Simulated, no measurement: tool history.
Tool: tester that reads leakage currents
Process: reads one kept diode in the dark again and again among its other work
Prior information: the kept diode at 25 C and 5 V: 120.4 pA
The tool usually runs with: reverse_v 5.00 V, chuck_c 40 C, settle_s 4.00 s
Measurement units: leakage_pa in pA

{"run": 1, "hour": 0.0, "reverse_v": 5.0, "chuck_c": 40, "settle_s": 4.0, "leakage_pa": 448.75}
{"run": 2, "hour": 59.8, "reverse_v": 5.0, "chuck_c": 40, "settle_s": 4.0, "leakage_pa": 448.93}
{"run": 3, "hour": 103.4, "reverse_v": 5.0, "chuck_c": 40, "settle_s": 4.0, "leakage_pa": 448.54}
{"run": 4, "hour": 161.1, "reverse_v": 5.0, "chuck_c": 40, "settle_s": 4.0, "leakage_pa": 444.93}
{"run": 5, "hour": 222.2, "reverse_v": 5.0, "chuck_c": 40, "settle_s": 4.0, "leakage_pa": 448.51}
{"run": 6, "hour": 280.1, "reverse_v": 5.0, "chuck_c": 40, "settle_s": 4.0, "leakage_pa": 444.08}
{"run": 7, "hour": 331.2, "reverse_v": 5.0, "chuck_c": 27, "settle_s": 4.0, "leakage_pa": 139.7}
{"run": 8, "hour": 393.7, "reverse_v": 17.05, "chuck_c": 40, "settle_s": 4.0, "leakage_pa": 816.53}
{"run": 9, "hour": 437.3, "reverse_v": 17.05, "chuck_c": 40, "settle_s": 4.0, "leakage_pa": 812.29}
{"run": 10, "hour": 490.9, "reverse_v": 5.0, "chuck_c": 40, "settle_s": 4.0, "leakage_pa": 441.7}
{"run": 11, "hour": 562.3, "reverse_v": 9.92, "chuck_c": 40, "settle_s": 4.0, "leakage_pa": 617.51}
{"run": 12, "hour": 633.2, "reverse_v": 9.92, "chuck_c": 40, "settle_s": 4.0, "leakage_pa": 615.24}
{"run": 13, "hour": 701.9, "reverse_v": 5.0, "chuck_c": 40, "settle_s": 0.5, "leakage_pa": 440.02}
{"run": 14, "hour": 763.5, "reverse_v": 5.0, "chuck_c": 40, "settle_s": 4.0, "leakage_pa": 436.41}
{"run": 15, "hour": 823.7, "reverse_v": 5.0, "chuck_c": 40, "settle_s": 9.25, "leakage_pa": 433.21}
{"run": 16, "hour": 886.2, "reverse_v": 5.0, "chuck_c": 40, "settle_s": 4.0, "leakage_pa": 433.36}
{"run": 17, "hour": 942.5, "reverse_v": 17.45, "chuck_c": 40, "settle_s": 4.0, "leakage_pa": 804.01}
{"run": 18, "hour": 1007.3, "reverse_v": 5.0, "chuck_c": 40, "settle_s": 4.0, "leakage_pa": 433.01}
{"run": 19, "hour": 1074.6, "reverse_v": 5.0, "chuck_c": 40, "settle_s": 4.0, "leakage_pa": 431.56}
{"run": 20, "hour": 1145.1, "reverse_v": 5.0, "chuck_c": 40, "settle_s": 4.0, "leakage_pa": 428.34}
{"run": 21, "hour": 1178.6, "reverse_v": 5.0, "chuck_c": 21, "settle_s": 0.46, "leakage_pa": 79.02}
{"run": 22, "hour": 1232.8, "reverse_v": 5.0, "chuck_c": 21, "settle_s": 0.46, "leakage_pa": 79.17}
{"run": 23, "hour": 1273.6, "reverse_v": 2.58, "chuck_c": 28, "settle_s": 6.58, "leakage_pa": 106.24}
{"run": 24, "hour": 1305.8, "reverse_v": 8.92, "chuck_c": 40, "settle_s": 6.58, "leakage_pa": 568.91}
{"run": 25, "hour": 1347.9, "reverse_v": 1.4, "chuck_c": 31, "settle_s": 9.46, "leakage_pa": 102.48}
{"run": 26, "hour": 1417.6, "reverse_v": 1.4, "chuck_c": 31, "settle_s": 9.46, "leakage_pa": 101.76}
{"run": 27, "hour": 1474.9, "reverse_v": 3.17, "chuck_c": 35, "settle_s": 1.62, "leakage_pa": 219.75}
{"run": 28, "hour": 1545.7, "reverse_v": 6.17, "chuck_c": 34, "settle_s": 5.91, "leakage_pa": 278.74}
{"run": 29, "hour": 1588.3, "reverse_v": 6.17, "chuck_c": 33, "settle_s": 5.91, "leakage_pa": 252.36}
{"run": 30, "hour": 1646.4, "reverse_v": 7.2, "chuck_c": 46, "settle_s": 0.78, "leakage_pa": 842.24}
{"run": 31, "hour": 1683.7, "reverse_v": 7.2, "chuck_c": 46, "settle_s": 0.78, "leakage_pa": 833.83}
{"hour": 1696.0, "done": "probe card cleaned and baked"}
{"run": 32, "hour": 1755.9, "reverse_v": 6.92, "chuck_c": 46, "settle_s": 0.78, "leakage_pa": 813.01}
{"run": 33, "hour": 1805.2, "reverse_v": 2.64, "chuck_c": 49, "settle_s": 0.75, "leakage_pa": 650.42}
{"run": 34, "hour": 1868.9, "reverse_v": 18.73, "chuck_c": 25, "settle_s": 4.0, "leakage_pa": 203.21}
{"run": 35, "hour": 1902.9, "reverse_v": 18.48, "chuck_c": 27, "settle_s": 0.76, "leakage_pa": 246.66}
{"run": 36, "hour": 1947.9, "reverse_v": 5.99, "chuck_c": 32, "settle_s": 0.62, "leakage_pa": 222.84}
{"run": 37, "hour": 2009.5, "reverse_v": 1.35, "chuck_c": 26, "settle_s": 2.54, "leakage_pa": 60.87}
{"run": 38, "hour": 2058.0, "reverse_v": 1.35, "chuck_c": 26, "settle_s": 2.54, "leakage_pa": 60.91}
{"run": 39, "hour": 2095.2, "reverse_v": 1.35, "chuck_c": 26, "settle_s": 2.54, "leakage_pa": 60.7}

Some steps in leakage_pa, run to run, broken into two amounts with sign: the step expected even without the hidden condition (settings, incoming material, random variation), and the rest, left for the hidden condition together with whatever gauge scatter is not in both the measured and the hidden-condition-free result:
The tool's hidden condition here consists of: stray current of the dirty probe card, pA a volt; current scale over the true one, %; true chuck temperature over the reading, C; drift of the gauge itself on leakage_pa, %.
Run 7 -> 8: reverse_v 5.00 -> 17.05, chuck_c 27 -> 40. leakage_pa +676.83 pA: hidden state -34.37, all else +711.20.
Run 23 -> 24: reverse_v 2.58 -> 8.92, chuck_c 28 -> 40. leakage_pa +462.67 pA: hidden state -42.40, all else +505.07.
Run 24 -> 25: reverse_v 8.92 -> 1.40, chuck_c 40 -> 31, settle_s 6.58 -> 9.46. leakage_pa -466.43 pA: hidden state +41.70, all else -508.13.
Run 29 -> 30: reverse_v 6.17 -> 7.20, chuck_c 33 -> 46, settle_s 5.91 -> 0.78. leakage_pa +589.88 pA: hidden state -65.28, all else +655.16.
Run 33 -> 34: reverse_v 2.64 -> 18.73, chuck_c 49 -> 25, settle_s 0.75 -> 4.00. leakage_pa -447.21 pA: hidden state +49.77, all else -496.98.
